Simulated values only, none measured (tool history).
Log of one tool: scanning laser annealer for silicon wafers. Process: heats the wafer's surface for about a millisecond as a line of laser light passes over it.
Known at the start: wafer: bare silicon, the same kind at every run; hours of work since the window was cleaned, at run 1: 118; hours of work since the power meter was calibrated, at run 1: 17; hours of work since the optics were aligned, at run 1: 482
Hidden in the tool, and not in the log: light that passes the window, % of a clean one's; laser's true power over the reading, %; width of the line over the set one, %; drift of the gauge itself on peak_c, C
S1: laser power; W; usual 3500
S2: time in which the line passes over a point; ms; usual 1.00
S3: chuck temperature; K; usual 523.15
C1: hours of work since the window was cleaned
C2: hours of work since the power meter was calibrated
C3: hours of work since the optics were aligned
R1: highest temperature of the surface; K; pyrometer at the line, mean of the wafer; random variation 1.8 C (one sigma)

Run 1, hour 0.0: usual settings; C1 118; C2 17; C3 482. Result: R1 1318.15 K.
Run 2, hour 8.5: usual settings; C1 125; C2 24; C3 489. Result: R1 1314.15 K.
Run 3, hour 14.4: usual settings but S2 1.09 ms; C1 130; C2 29; C3 494. Result: R1 1355.15 K.
Run 4, hour 20.8: usual settings but S2 1.09 ms; C1 135; C2 34; C3 499. Result: R1 1351.15 K.
Run 5, hour 25.2: usual settings but S2 1.09 ms; C1 138; C2 37; C3 502. Result: R1 1353.15 K.
Run 6, hour 29.8: usual settings but S2 1.09 ms; C1 142; C2 41; C3 506. Result: R1 1352.15 K.
Run 7, hour 36.4: usual settings but S2 1.09 ms; C1 147; C2 46; C3 511. Result: R1 1348.15 K.
Run 8, hour 40.6: usual settings but S2 1.09 ms; C1 151; C2 50; C3 514. Result: R1 1352.15 K.
Run 9, hour 49.1: usual settings but S2 1.09 ms; C1 157; C2 56; C3 521. Result: R1 1348.15 K.
Run 10, hour 54.9: usual settings but S2 1.09 ms, S3 543.15 K; C1 162; C2 61; C3 526. Result: R1 1372.15 K.
Run 11, hour 61.9: usual settings but S2 1.09 ms, S3 543.15 K; C1 168; C2 67; C3 531. Result: R1 1367.15 K.
Run 12, hour 67.9: usual settings but S2 1.09 ms, S3 543.15 K; C1 172; C2 71; C3 536. Result: R1 1366.15 K.
At hour 71.7: laser's power meter calibrated.
Run 13, hour 80.2: usual settings but S2 1.09 ms, S3 543.15 K; C1 180; C2 7; C3 544. Result: R1 1366.15 K.
Run 14, hour 86.3: usual settings but S2 1.10 ms, S3 543.15 K; C1 185; C2 12; C3 548. Result: R1 1373.15 K.
Run 15, hour 93.0: usual settings but S2 0.94 ms; C1 190; C2 17; C3 554. Result: R1 1279.15 K.
Run 16, hour 98.1: usual settings but S2 0.94 ms; C1 194; C2 21; C3 558. Result: R1 1278.15 K.
Run 17, hour 105.0: usual settings but S2 0.94 ms; C1 200; C2 27; C3 563. Result: R1 1279.15 K.
At hour 116.3: laser's power meter calibrated, once more.
Run 18, hour 116.8: usual settings but S2 0.94 ms; C1 207; C2 0; C3 570. Result: R1 1276.15 K.
Run 19, hour 123.4: usual settings but S2 0.94 ms; C1 212; C2 6; C3 576. Result: R1 1276.15 K.
Run 20, hour 129.9: usual settings but S1 3810 W; C1 217; C2 11; C3 581. Result: R1 1377.15 K.
Run 21, hour 139.2: usual settings but S1 3643 W, S2 0.98 ms, S3 511.15 K; C1 224; C2 18; C3 588. Result: R1 1315.15 K.
Run 22, hour 145.6: usual settings but S3 549.15 K; C1 230; C2 23; C3 593. Result: R1 1328.15 K.
Run 23, hour 154.3: usual settings but S2 0.81 ms, S3 497.15 K; C1 236; C2 30; C3 600. Result: R1 1182.15 K.
Run 24, hour 160.2: usual settings but S2 0.81 ms, S3 497.15 K; C1 241; C2 35; C3 605. Result: R1 1182.15 K.
Run 25, hour 166.8: usual settings but S1 3587 W, S2 0.91 ms, S3 535.15 K; C1 246; C2 40; C3 610. Result: R1 1291.15 K.
Run 26, hour 175.3: usual settings but S1 3587 W, S2 0.91 ms, S3 535.15 K; C1 253; C2 47; C3 617. Result: R1 1289.15 K.
Run 27, hour 183.7: usual settings but S1 3025 W, S2 0.71 ms, S3 520.15 K; C1 260; C2 54; C3 624. Result: R1 1066.15 K.
Run 28, hour 191.6: usual settings but S1 3543 W, S2 0.84 ms, S3 519.15 K; C1 266; C2 60; C3 630. Result: R1 1228.15 K.
Run 29, hour 195.5: usual settings but S1 3679 W, S2 1.01 ms, S3 531.15 K; C1 269; C2 63; C3 633. Result: R1 1356.15 K.
Run 30, hour 202.1: usual settings but S1 3679 W, S2 0.74 ms, S3 552.15 K; C1 275; C2 68; C3 638. Result: R1 1235.15 K.
Run 31, hour 207.8: usual settings but S1 3679 W, S2 0.74 ms, S3 552.15 K; C1 279; C2 73; C3 643. Result: R1 1235.15 K.
Run 32, hour 211.7: usual settings but S1 3679 W, S2 0.74 ms, S3 552.15 K; C1 282; C2 76; C3 646. Result: R1 1237.15 K.
Run 33, hour 219.5: usual settings but S1 3679 W, S2 0.74 ms, S3 539.15 K; C1 288; C2 82; C3 652. Result: R1 1221.15 K.
Run 34, hour 224.6: usual settings but S1 3679 W, S2 0.74 ms, S3 539.15 K; C1 292; C2 86; C3 656. Result: R1 1224.15 K.
Run 35, hour 233.9: usual settings but S1 3679 W, S2 0.74 ms, S3 539.15 K; C1 300; C2 94; C3 664. Result: R1 1223.15 K.
Run 36, hour 239.1: usual settings but S1 3273 W, S3 502.15 K; C1 304; C2 98; C3 668. Result: R1 1217.15 K.
Run 37, hour 246.5: usual settings but S1 3273 W, S3 502.15 K; C1 310; C2 104; C3 674. Result: R1 1217.15 K.
Run 38, hour 251.9: usual settings but S3 531.15 K; C1 314; C2 108; C3 678. Result: R1 1299.15 K.
Run 39, hour 256.6: usual settings but S3 531.15 K; C1 318; C2 112; C3 682. Result: R1 1298.15 K.
Run 40, hour 265.6: usual settings but S1 3447 W, S2 0.90 ms, S3 531.15 K; C1 325; C2 119; C3 689. Result: R1 1242.15 K.

3 ways to go on from here, each from the tool as it stands after run 40. What would each give?
Run A, hour 269.9: usual settings but S1 3447 W, S2 1.06 ms, S3 556.15 K; C1 329; C2 122; C3 692. Result: R1 ?.
Run B, hour 269.9: usual settings but S2 1.08 ms, S3 521.15 K; C1 329; C2 122; C3 692. Result: R1 ?.
Run C, hour 269.9: usual settings but S1 3288 W, S2 1.05 ms; C1 329; C2 122; C3 692. Result: R1 ?.

run       R1
  A  1336.15
  B  1325.15
  C  1261.15
Without the tool's hidden state the same runs would have given:
run       R1
  A  1378.15
  B  1368.15
  C  1301.15

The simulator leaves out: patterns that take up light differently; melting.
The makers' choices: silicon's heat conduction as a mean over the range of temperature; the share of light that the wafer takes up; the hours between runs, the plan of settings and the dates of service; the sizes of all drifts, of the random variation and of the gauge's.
